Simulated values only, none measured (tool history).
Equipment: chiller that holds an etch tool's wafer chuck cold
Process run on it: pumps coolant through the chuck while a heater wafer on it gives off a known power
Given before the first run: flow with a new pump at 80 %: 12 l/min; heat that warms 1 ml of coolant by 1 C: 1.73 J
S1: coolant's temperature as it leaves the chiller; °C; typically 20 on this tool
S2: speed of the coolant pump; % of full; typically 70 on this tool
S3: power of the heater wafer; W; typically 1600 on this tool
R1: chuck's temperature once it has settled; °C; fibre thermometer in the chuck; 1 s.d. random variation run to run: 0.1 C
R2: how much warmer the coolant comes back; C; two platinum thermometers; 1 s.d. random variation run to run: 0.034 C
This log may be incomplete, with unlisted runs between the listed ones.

run 1 hour=0.0 | S1=20 S2=70 S3=1600 | R1=38.1 R2=5.28
run 2 hour=44.2 | S1=20 S2=70 S3=1600 | R1=38.1 R2=5.28
run 3 hour=76.1 | S1=20 S2=70 S3=1600 | R1=38.0 R2=5.26
run 4 hour=114.5 | S1=20 S2=70 S3=1600 | R1=37.9 R2=5.36
run 5 hour=168.5 | S1=20 S2=70 S3=1600 | R1=38.0 R2=5.31
run 6 hour=223.8 | S1=20 S2=70 S3=1600 | R1=38.2 R2=5.38
run 7 hour=277.9 | S1=20 S2=70 S3=1600 | R1=37.9 R2=5.43
run 8 hour=332.8 | S1=20 S2=70 S3=1272 | R1=34.3 R2=4.32
run 9 hour=387.6 | S1=20 S2=70 S3=1272 | R1=34.3 R2=4.36
run 10 hour=445.3 | S1=20 S2=70 S3=1272 | R1=34.5 R2=4.36
run 11 hour=503.4 | S1=20 S2=70 S3=2143 | R1=44.2 R2=7.34
run 12 hour=542.7 | S1=20 S2=70 S3=2143 | R1=44.2 R2=7.29
run 13 hour=592.3 | S1=28 S2=98 S3=1600 | R1=43.2 R2=4.00
run 14 hour=623.0 | S1=28 S2=98 S3=1600 | R1=43.2 R2=4.04
run 15 hour=666.5 | S1=13 S2=70 S3=1803 | R1=33.3 R2=6.16

Here are 3 independent what-if runs from the current tool condition. What would each one return?
run A hour=721.9 | S1=13 S2=95 S3=1499 | R1=? R2=?
run B hour=721.9 | S1=13 S2=61 S3=844 | R1=? R2=?
run C hour=721.9 | S1=20 S2=70 S3=1620 | R1=? R2=?

run=A R1=27.5 R2=3.86
run=B R1=23.2 R2=3.48
run=C R1=38.2 R2=5.59
Without the tool's hidden state the same runs would have given:
run=A R1=27.5 R2=3.60
run=B R1=23.2 R2=3.22
run=C R1=38.1 R2=5.33
